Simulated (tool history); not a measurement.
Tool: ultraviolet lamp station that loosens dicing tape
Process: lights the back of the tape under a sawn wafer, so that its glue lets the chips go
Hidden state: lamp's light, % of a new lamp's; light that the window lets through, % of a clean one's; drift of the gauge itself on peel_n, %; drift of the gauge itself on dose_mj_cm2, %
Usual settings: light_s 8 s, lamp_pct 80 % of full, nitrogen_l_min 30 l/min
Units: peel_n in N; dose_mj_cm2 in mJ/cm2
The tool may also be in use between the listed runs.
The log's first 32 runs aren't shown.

| run | hour | light_s | lamp_pct | nitrogen_l_min | hours of work of the lamp | hours of work since the window was cleaned | peel_n | dose_mj_cm2 |
|---|---|---|---|---|---|---|---|---|
| 33 | 1323.1 | 10 | 72 | 25 | 467 | 103 | 0.966 | 592 |
| 34 | 1348.4 | 8 | 79 | 10 | 486 | 122 | 2.569 | 516 |
| 35 | 1377.8 | 5 | 63 | 20 | 507 | 143 | 4.293 | 257 |
| 36 | 1426.4 | 5 | 77 | 20 | 543 | 179 | 3.523 | 310 |
| 37 | 1471.3 | 8 | 64 | 35 | 576 | 212 | 1.57 | 416 |
| 38 | 1528.8 | 8 | 80 | 29 | 618 | 254 | 1.179 | 522 |
| 39 | 1573.2 | 8 | 80 | 29 | 651 | 287 | 1.139 | 521 |
| 40 | 1609.4 | 4 | 64 | 29 | 677 | 313 | 4.647 | 208 |
| 41 | 1663 | 9 | 91 | 30 | 717 | 353 | 0.638 | 669 |
| 42 | 1695.2 | 8 | 90 | 53 | 740 | 376 | 0.525 | 586 |

4 ways to go on from here, each from the tool as it stands after run 42. What would each give?
| A | 1744.9 | 4 | 81 | 10 | 777 | 413 | ? | ? |
| B | 1744.9 | 12 | 80 | 18 | 777 | 413 | ? | ? |
| C | 1744.9 | 8 | 79 | 48 | 777 | 413 | ? | ? |
| D | 1744.9 | 5 | 75 | 11 | 777 | 413 | ? | ? |

| run | peel_n | dose_mj_cm2 |
|---|---|---|
| A | 5.166 | 261 |
| B | 0.668 | 786 |
| C | 0.791 | 512 |
| D | 4.611 | 305 |
Without the tool's hidden state the same runs would have given:
| run | peel_n | dose_mj_cm2 |
|---|---|---|
| A | 5.148 | 262 |
| B | 0.66 | 789 |
| C | 0.782 | 514 |
| D | 4.592 | 306 |

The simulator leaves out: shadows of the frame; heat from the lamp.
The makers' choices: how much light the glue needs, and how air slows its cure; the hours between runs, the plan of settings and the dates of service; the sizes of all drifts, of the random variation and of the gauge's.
